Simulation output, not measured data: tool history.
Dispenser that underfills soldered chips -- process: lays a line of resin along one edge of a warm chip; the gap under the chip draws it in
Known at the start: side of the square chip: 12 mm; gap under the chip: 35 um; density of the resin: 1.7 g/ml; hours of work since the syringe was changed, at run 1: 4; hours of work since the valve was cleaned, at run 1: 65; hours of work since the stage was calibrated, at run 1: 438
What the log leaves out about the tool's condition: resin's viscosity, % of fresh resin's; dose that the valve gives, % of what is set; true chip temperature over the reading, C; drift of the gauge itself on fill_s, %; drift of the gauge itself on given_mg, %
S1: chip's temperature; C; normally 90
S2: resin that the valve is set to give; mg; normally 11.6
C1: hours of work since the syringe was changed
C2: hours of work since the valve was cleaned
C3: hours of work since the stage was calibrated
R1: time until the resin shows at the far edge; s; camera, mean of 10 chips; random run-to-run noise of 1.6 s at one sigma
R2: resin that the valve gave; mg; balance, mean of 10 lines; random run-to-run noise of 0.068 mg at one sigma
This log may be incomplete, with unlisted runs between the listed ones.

run,hour,S1,S2,C1,C2,C3,R1,R2
1,0.0,90,11.6,4,65,438,179.7,10.92
# hour 3.2: new syringe of resin
# hour 11.2: new syringe of resin
2,16.6,90,11.6,4,77,450,188.2,10.83
# hour 19.3: new syringe of resin
# hour 20.3: dispensing valve cleaned and set on the balance
# hour 28.3: new syringe of resin
3,30.1,90,11.6,1,7,459,154.5,11.64
# hour 36.7: new syringe of resin
4,42.5,90,11.6,4,16,468,203.7,11.47
# hour 45.6: new syringe of resin
# hour 54.5: new syringe of resin
5,54.7,90,11.6,0,24,476,141.4,11.24
# hour 62.7: new syringe of resin
# hour 70.7: new syringe of resin
6,71.0,90,11.6,0,36,488,141.2,11.28
# hour 78.7: new syringe of resin
# hour 86.7: new syringe of resin
7,88.3,90,11.6,1,48,500,152.8,11.08
# hour 95.4: new syringe of resin
# hour 103.5: new syringe of resin
8,104.0,90,11.6,0,59,511,147.3,10.95
9,110.8,90,11.6,5,64,516,208.1,10.91
# hour 112.1: new syringe of resin
10,118.1,90,11.6,4,70,521,191.1,10.64
# hour 121.1: new syringe of resin
11,126.3,90,11.6,4,75,527,184.5,10.92
# hour 129.5: new syringe of resin
# hour 132.6: dispensing valve cleaned and set on the balance
12,136.4,90,11.6,4,3,534,183.1,11.68
# hour 139.0: new syringe of resin
13,145.4,89,11.6,5,9,540,200.7,11.57
# hour 148.1: new syringe of resin
# hour 157.0: new syringe of resin
14,160.8,89,11.6,3,20,551,168.6,11.59
# hour 165.7: new syringe of resin
# hour 174.4: new syringe of resin
15,175.1,104,11.4,0,30,561,87.6,11.14
# hour 182.3: new syringe of resin
# hour 191.4: new syringe of resin
16,192.4,104,11.4,1,42,573,89.6,11.01
# hour 199.8: new syringe of resin
17,201.6,90,13.7,1,49,580,145.7,13.11
# hour 208.0: new syringe of resin
18,213.8,90,11.8,4,58,589,187.7,11.34
# hour 216.6: new syringe of resin
19,222.0,101,11.4,4,64,595,122.6,10.80
# hour 224.9: new syringe of resin
20,230.4,98,10.3,4,70,601,145.3,9.70
# hour 233.0: new syringe of resin
# hour 241.3: new syringe of resin
# hour 244.1: dispensing valve cleaned and set on the balance
21,247.2,98,10.3,4,2,612,137.2,10.19
# hour 251.0: new syringe of resin
22,256.0,98,10.3,4,9,618,134.3,10.26
# hour 260.0: new syringe of resin
# hour 268.1: new syringe of resin
23,272.7,101,10.5,3,20,630,120.2,10.22
# hour 277.1: new syringe of resin
24,284.2,84,14.7,5,29,638,229.9,14.26
# hour 285.3: new syringe of resin
25,291.5,78,12.8,5,34,643,286.3,12.39
# hour 294.1: new syringe of resin
# hour 302.4: new syringe of resin
26,307.0,102,14.5,3,45,654,107.9,13.87
# hour 310.4: new syringe of resin
27,314.3,83,11.4,3,50,659,213.9,10.88

Some steps in R1, run to run, broken into two amounts with sign: the step expected even without the hidden condition (settings, incoming material, random variation), and the rest, left for the hidden condition together with whatever gauge scatter is not in both the measured and the hidden-condition-free result:
Run 4 -> 5: new syringe of resin, new syringe of resin. R1 -62.3 s: hidden state -58.1, all else -4.2.
Run 8 -> 9: no setting changed, nothing entered. R1 +60.8 s: hidden state +61.8, all else -1.0.
Run 23 -> 24: S1 101 -> 84, S2 10.5 -> 14.7, new syringe of resin. R1 +109.7 s: hidden state +28.1, all else +81.6.
Run 25 -> 26: S1 78 -> 102, S2 12.8 -> 14.5, new syringe of resin, new syringe of resin. R1 -178.4 s: hidden state -28.2, all else -150.2.
